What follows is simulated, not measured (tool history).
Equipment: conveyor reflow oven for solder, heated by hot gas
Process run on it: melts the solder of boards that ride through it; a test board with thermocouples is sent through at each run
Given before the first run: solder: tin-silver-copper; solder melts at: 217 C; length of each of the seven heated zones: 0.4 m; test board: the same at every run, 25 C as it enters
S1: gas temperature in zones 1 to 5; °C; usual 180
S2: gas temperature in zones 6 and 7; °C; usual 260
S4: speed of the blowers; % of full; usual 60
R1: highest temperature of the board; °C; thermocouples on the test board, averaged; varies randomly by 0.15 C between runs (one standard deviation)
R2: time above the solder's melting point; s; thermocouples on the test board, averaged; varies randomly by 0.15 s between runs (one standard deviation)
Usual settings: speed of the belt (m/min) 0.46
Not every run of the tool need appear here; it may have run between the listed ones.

{"run": 1, "hour": 0.0, "S1": 180, "S2": 260, "speed of the belt (m/min)": 0.46, "S4": 60, "R1": 249.8, "R2": 81.3}
{"run": 2, "hour": 21.4, "S1": 180, "S2": 260, "speed of the belt (m/min)": 0.46, "S4": 60, "R1": 249.5, "R2": 81.3}
{"run": 3, "hour": 62.3, "S1": 180, "S2": 260, "speed of the belt (m/min)": 0.454, "S4": 60, "R1": 250, "R2": 82.8}
{"run": 4, "hour": 80.2, "S1": 180, "S2": 260, "speed of the belt (m/min)": 0.454, "S4": 60, "R1": 250, "R2": 82.8}
{"run": 5, "hour": 108.7, "S1": 180, "S2": 255, "speed of the belt (m/min)": 0.46, "S4": 60, "R1": 245.1, "R2": 76.4}
{"run": 6, "hour": 149.4, "S1": 180, "S2": 255, "speed of the belt (m/min)": 0.46, "S4": 60, "R1": 244.8, "R2": 76.9}
{"run": 7, "hour": 181.2, "S1": 180, "S2": 255, "speed of the belt (m/min)": 0.46, "S4": 60, "R1": 244.9, "R2": 76.7}
{"run": 8, "hour": 223.4, "S1": 180, "S2": 260, "speed of the belt (m/min)": 0.462, "S4": 60, "R1": 249.1, "R2": 80.6}
{"run": 9, "hour": 258.9, "S1": 180, "S2": 260, "speed of the belt (m/min)": 0.462, "S4": 60, "R1": 248.9, "R2": 80.6}
{"run": 10, "hour": 280.8, "S1": 180, "S2": 260, "speed of the belt (m/min)": 0.462, "S4": 60, "R1": 249, "R2": 80.7}
{"run": 11, "hour": 305.7, "S1": 180, "S2": 260, "speed of the belt (m/min)": 0.478, "S4": 60, "R1": 248.1, "R2": 76.7}
{"run": 12, "hour": 328.0, "S1": 180, "S2": 260, "speed of the belt (m/min)": 0.478, "S4": 60, "R1": 248.3, "R2": 76.6}
{"run": 13, "hour": 363.7, "S1": 183, "S2": 260, "speed of the belt (m/min)": 0.46, "S4": 60, "R1": 249.5, "R2": 82.9}
{"run": 14, "hour": 404.9, "S1": 183, "S2": 260, "speed of the belt (m/min)": 0.46, "S4": 60, "R1": 249.4, "R2": 82.9}
{"run": 15, "hour": 433.2, "S1": 180, "S2": 260, "speed of the belt (m/min)": 0.481, "S4": 60, "R1": 248, "R2": 75.6}
{"run": 16, "hour": 460.0, "S1": 180, "S2": 270, "speed of the belt (m/min)": 0.481, "S4": 60, "R1": 257.1, "R2": 83.4}
{"run": 17, "hour": 489.0, "S1": 180, "S2": 270, "speed of the belt (m/min)": 0.481, "S4": 60, "R1": 256.8, "R2": 83.1}
{"run": 18, "hour": 508.5, "S1": 180, "S2": 274, "speed of the belt (m/min)": 0.46, "S4": 60, "R1": 261.4, "R2": 91.3}
{"run": 19, "hour": 550.8, "S1": 180, "S2": 253, "speed of the belt (m/min)": 0.479, "S4": 81, "R1": 243.1, "R2": 72.8}
{"run": 20, "hour": 588.7, "S1": 180, "S2": 253, "speed of the belt (m/min)": 0.479, "S4": 81, "R1": 243.2, "R2": 72.8}
{"run": 21, "hour": 616.2, "S1": 187, "S2": 261, "speed of the belt (m/min)": 0.422, "S4": 60, "R1": 252.3, "R2": 97.1}
{"run": 22, "hour": 648.4, "S1": 187, "S2": 261, "speed of the belt (m/min)": 0.422, "S4": 60, "R1": 252, "R2": 97}
{"hour": 671.4, "done": "flux residue cleaned out of gas plates and filters"}
{"run": 23, "hour": 693.5, "S1": 187, "S2": 266, "speed of the belt (m/min)": 0.53, "S4": 60, "R1": 252.3, "R2": 75.6}
{"run": 24, "hour": 731.9, "S1": 194, "S2": 260, "speed of the belt (m/min)": 0.46, "S4": 79, "R1": 252.4, "R2": 93.5}
{"run": 25, "hour": 760.8, "S1": 175, "S2": 264, "speed of the belt (m/min)": 0.452, "S4": 71, "R1": 253.6, "R2": 85.4}
{"run": 26, "hour": 782.7, "S1": 186, "S2": 273, "speed of the belt (m/min)": 0.44, "S4": 64, "R1": 263.4, "R2": 100.4}
{"run": 27, "hour": 822.9, "S1": 180, "S2": 258, "speed of the belt (m/min)": 0.46, "S4": 72, "R1": 248.2, "R2": 81.8}
{"run": 28, "hour": 840.2, "S1": 192, "S2": 267, "speed of the belt (m/min)": 0.46, "S4": 75, "R1": 258.3, "R2": 96.2}
{"run": 29, "hour": 875.2, "S1": 192, "S2": 267, "speed of the belt (m/min)": 0.46, "S4": 75, "R1": 258.1, "R2": 96.2}
{"run": 30, "hour": 901.3, "S1": 177, "S2": 252, "speed of the belt (m/min)": 0.46, "S4": 75, "R1": 242.6, "R2": 73.9}

Each row is a separate what-if for the run after 30, all from the same tool condition, not one after another. Results?
{"run": "A", "hour": 927.8, "S1": 180, "S2": 260, "speed of the belt (m/min)": 0.448, "S4": 78, "R1": "?", "R2": "?"}
{"run": "B", "hour": 927.8, "S1": 173, "S2": 252, "speed of the belt (m/min)": 0.46, "S4": 78, "R1": "?", "R2": "?"}
{"run": "C", "hour": 927.8, "S1": 181, "S2": 250, "speed of the belt (m/min)": 0.52, "S4": 75, "R1": "?", "R2": "?"}

run=A R1=250.9 R2=86.8
run=B R1=241.9 R2=72
run=C R1=239 R2=61.5
Stripped of hidden state, with their random variation kept, the same runs would have yielded:
run=A R1=252.4 R2=86.7
run=B R1=243.3 R2=72.6
run=C R1=240.4 R2=62.3
